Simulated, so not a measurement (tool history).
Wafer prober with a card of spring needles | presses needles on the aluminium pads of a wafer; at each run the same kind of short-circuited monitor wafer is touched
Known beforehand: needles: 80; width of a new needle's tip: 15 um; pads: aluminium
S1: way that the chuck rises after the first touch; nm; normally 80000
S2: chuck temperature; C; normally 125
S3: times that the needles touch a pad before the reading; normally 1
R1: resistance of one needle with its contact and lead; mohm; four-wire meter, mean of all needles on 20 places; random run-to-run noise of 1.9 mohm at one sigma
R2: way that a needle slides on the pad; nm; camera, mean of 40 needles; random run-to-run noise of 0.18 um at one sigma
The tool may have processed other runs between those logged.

run   hour     S1   S2  S3   R1     R2
  1    0.0  80000  125   1  207  20720
       5.1  -- tips cleaned on abrasive film
      14.0  -- tips cleaned on abrasive film
      21.7  -- tips cleaned on abrasive film
  2   25.3  80000  125   1  211  20460
      30.4  -- tips cleaned on abrasive film
      38.4  -- tips cleaned on abrasive film
  3   43.9  80000  125   3  205  20590
      45.6  -- tips cleaned on abrasive film
      53.6  -- tips cleaned on abrasive film
      62.0  -- tips cleaned on abrasive film
  4   65.6  80000  125   3  207  20750
      70.4  -- tips cleaned on abrasive film
      78.4  -- tips cleaned on abrasive film
      86.4  -- tips cleaned on abrasive film
  5   87.6  80000  125   3  209  20500
      94.3  -- tips cleaned on abrasive film
  6  100.3  80000  125   3  212  20450
     101.6  -- tips cleaned on abrasive film
     110.2  -- tips cleaned on abrasive film
     118.8  -- tips cleaned on abrasive film
     127.6  -- tips cleaned on abrasive film
  7  129.7  80000  125   3  206  20520
     135.1  -- tips cleaned on abrasive film
     143.3  -- tips cleaned on abrasive film
  8  147.4  69000  125   1  218  17490
     151.0  -- tips cleaned on abrasive film
     159.7  -- tips cleaned on abrasive film
     167.5  -- tips cleaned on abrasive film
  9  167.5  71000  125   1  205  17860
     174.6  -- tips cleaned on abrasive film
     183.1  -- tips cleaned on abrasive film
 10  188.0  80000  125   1  211  20480
     191.2  -- tips cleaned on abrasive film
     199.4  -- tips cleaned on abrasive film
     207.9  -- tips cleaned on abrasive film
 11  209.2  67000  125   1  212  16980
     216.3  -- tips cleaned on abrasive film
 12  221.2  80000  125   1  213  20250
     224.7  -- tips cleaned on abrasive film
     232.9  -- tips cleaned on abrasive film
     241.3  -- tips cleaned on abrasive film
 13  246.1  80000  125   1  211  20700
     248.7  -- tips cleaned on abrasive film
     257.3  -- tips cleaned on abrasive film
 14  261.7  80000   32   1  195  20280
     265.3  -- tips cleaned on abrasive film
     273.2  -- tips cleaned on abrasive film
 15  273.6  80000   32   1  191  20240
     281.9  -- tips cleaned on abrasive film
     290.1  -- tips cleaned on abrasive film
 16  292.0  80000   32   1  193  20250
     297.4  -- tips cleaned on abrasive film
     305.3  -- tips cleaned on abrasive film
 17  309.7  68000   25   1  197  17240
     313.2  -- tips cleaned on abrasive film
     321.0  -- tips cleaned on abrasive film
 18  328.0  79000   87   2  206  19910
     329.5  -- tips cleaned on abrasive film
     338.2  -- tips cleaned on abrasive film
     346.9  -- tips cleaned on abrasive film
 19  348.8  71000   47   2  197  17990
     354.1  -- tips cleaned on abrasive film
     361.3  -- tips cleaned on abrasive film
 20  361.3  80000   61   2  197  20150
     370.0  -- tips cleaned on abrasive film
     378.8  -- tips cleaned on abrasive film
 21  379.5  80000   61   2  195  20200
     385.9  -- tips cleaned on abrasive film
     393.4  -- tips cleaned on abrasive film
     401.3  -- tips cleaned on abrasive film
 22  405.3  80000   61   2  199  20030
     410.1  -- tips cleaned on abrasive film
     418.4  -- tips cleaned on abrasive film
     425.9  -- tips cleaned on abrasive film
 23  425.9  80000   61   2  193  20240
     434.0  -- tips cleaned on abrasive film
     441.9  -- tips cleaned on abrasive film
 24  444.2  80000   61   2  196  20060
     449.3  -- tips cleaned on abrasive film
     457.2  -- tips cleaned on abrasive film
 25  461.1  61000  125   1  223  14920
     464.6  -- tips cleaned on abrasive film
     473.2  -- tips cleaned on abrasive film
     481.5  -- tips cleaned on abrasive film
 26  483.7  70000  125   1  214  17320
     489.9  -- tips cleaned on abrasive film
     498.4  -- tips cleaned on abrasive film
     505.7  -- tips cleaned on abrasive film
 27  505.7  80000   35   1  187  20060
     513.5  -- tips cleaned on abrasive film
     521.7  -- tips cleaned on abrasive film
 28  526.2  65000   31   1  199  15960
     529.3  -- tips cleaned on abrasive film
     536.9  -- tips cleaned on abrasive film
 29  541.8  94000   67   1  200  23190

Alternative continuations, all from the tool just after run 29; predict every row:
     545.4  -- tips cleaned on abrasive film
     553.8  -- tips cleaned on abrasive film
     562.1  -- tips cleaned on abrasive film
  A  566.0  62000   29   1   ?   ?
     545.4  -- tips cleaned on abrasive film
     553.8  -- tips cleaned on abrasive film
     562.1  -- tips cleaned on abrasive film
  B  566.0  88000   54   2   ?   ?
     545.4  -- tips cleaned on abrasive film
     553.8  -- tips cleaned on abrasive film
     562.1  -- tips cleaned on abrasive film
  C  566.0  80000  109   3   ?   ?

run   R1     R2
  A  202  15050
  B  192  21930
  C  208  19730
What these runs would have given with no unlogged condition in the tool:
run   R1     R2
  A  188  16070
  B  188  22960
  C  204  20770

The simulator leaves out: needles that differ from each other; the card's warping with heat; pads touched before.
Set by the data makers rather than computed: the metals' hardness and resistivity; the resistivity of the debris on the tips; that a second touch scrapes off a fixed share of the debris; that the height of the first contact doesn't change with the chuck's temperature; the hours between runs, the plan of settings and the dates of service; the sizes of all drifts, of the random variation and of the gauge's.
